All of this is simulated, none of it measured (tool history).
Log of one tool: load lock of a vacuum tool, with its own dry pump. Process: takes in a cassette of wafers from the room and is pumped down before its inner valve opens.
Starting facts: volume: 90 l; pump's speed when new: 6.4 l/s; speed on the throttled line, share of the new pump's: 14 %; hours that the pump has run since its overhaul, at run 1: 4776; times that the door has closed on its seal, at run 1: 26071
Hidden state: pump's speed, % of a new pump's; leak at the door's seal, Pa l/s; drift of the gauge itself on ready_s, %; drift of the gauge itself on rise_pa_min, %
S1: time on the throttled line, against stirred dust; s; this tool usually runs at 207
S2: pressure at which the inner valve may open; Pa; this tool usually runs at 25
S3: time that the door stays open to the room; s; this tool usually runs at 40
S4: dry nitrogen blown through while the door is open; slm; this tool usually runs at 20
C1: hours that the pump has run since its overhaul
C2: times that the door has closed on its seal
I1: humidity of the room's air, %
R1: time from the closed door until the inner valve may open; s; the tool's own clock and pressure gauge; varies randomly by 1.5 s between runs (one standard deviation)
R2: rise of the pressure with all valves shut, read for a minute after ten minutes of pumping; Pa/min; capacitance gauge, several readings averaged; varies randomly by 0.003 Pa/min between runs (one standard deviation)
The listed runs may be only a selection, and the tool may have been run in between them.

run,hour,S1,S2,S3,S4,C1,C2,I1,R1,R2
1,0,207,25,40,20,4776,26071,44.1,299.3,0.228
2,124.2,207,26,40,20,4900,26629,45.3,297.3,0.234
3,227,207,26,201,20,5003,27090,46.2,297.3,0.253
4,323.5,207,26,201,20,5099,27523,50.1,299.6,0.264
5,387.1,207,26,201,20,5163,27809,46.5,295.8,0.262
6,494.1,149,25,40,20,5270,28289,41.2,249,0.25
7,578.9,149,25,40,20,5355,28670,45,250.3,0.247
8,664.1,149,25,40,20,5440,29052,46.6,251.4,0.258
9,758.1,149,25,40,12,5534,29474,41.3,248.5,0.264
10,819.9,149,25,167,12,5596,29751,46.6,251.8,0.299
11,886.9,149,25,167,12,5663,30052,43.4,250.8,0.295
12,976.8,207,25,133,36,5753,30455,44.2,300.4,0.277
13,1098.9,113,42,133,36,5875,31003,46.5,211.2,0.287
14,1155.1,207,28,40,25,5931,31255,46.7,297.9,0.293
15,1268,380,38,104,41,6044,31762,45.8,440.5,0.298
16,1324.1,207,20,40,20,6100,32013,42.4,300.8,0.3
17,1433.2,207,41,89,7,6209,32503,47.3,294.1,0.33
18,1544.1,105,41,178,14,6320,33001,44,202.7,0.335
19,1658.3,222,40,40,16,6434,33514,44.7,304.7,0.319
20,1736.4,222,40,40,16,6512,33864,47.8,307.1,0.32
21,1849.1,312,30,36,14,6625,34370,46.9,387.3,0.333
22,1948.8,386,21,31,32,6725,34817,48.8,453.5,0.34

Each row is a separate what-if for the run after 22, all from the same tool condition, not one after another. Results?
A,2041.6,207,40,40,20,6818,35234,44.7,?,?
B,2041.6,120,29,40,20,6818,35234,42.7,?,?
C,2041.6,145,26,40,7,6818,35234,45,?,?
D,2041.6,386,46,131,4,6818,35234,47,?,?

run,R1,R2
A,291.4,0.35
B,222.9,0.342
C,244.9,0.36
D,446,0.387
With the hidden condition removed and each run's random variation left untouched, the same runs would have given:
run,R1,R2
A,288.7,0.019
B,219.6,0.016
C,241.4,0.038
D,444.1,0.06
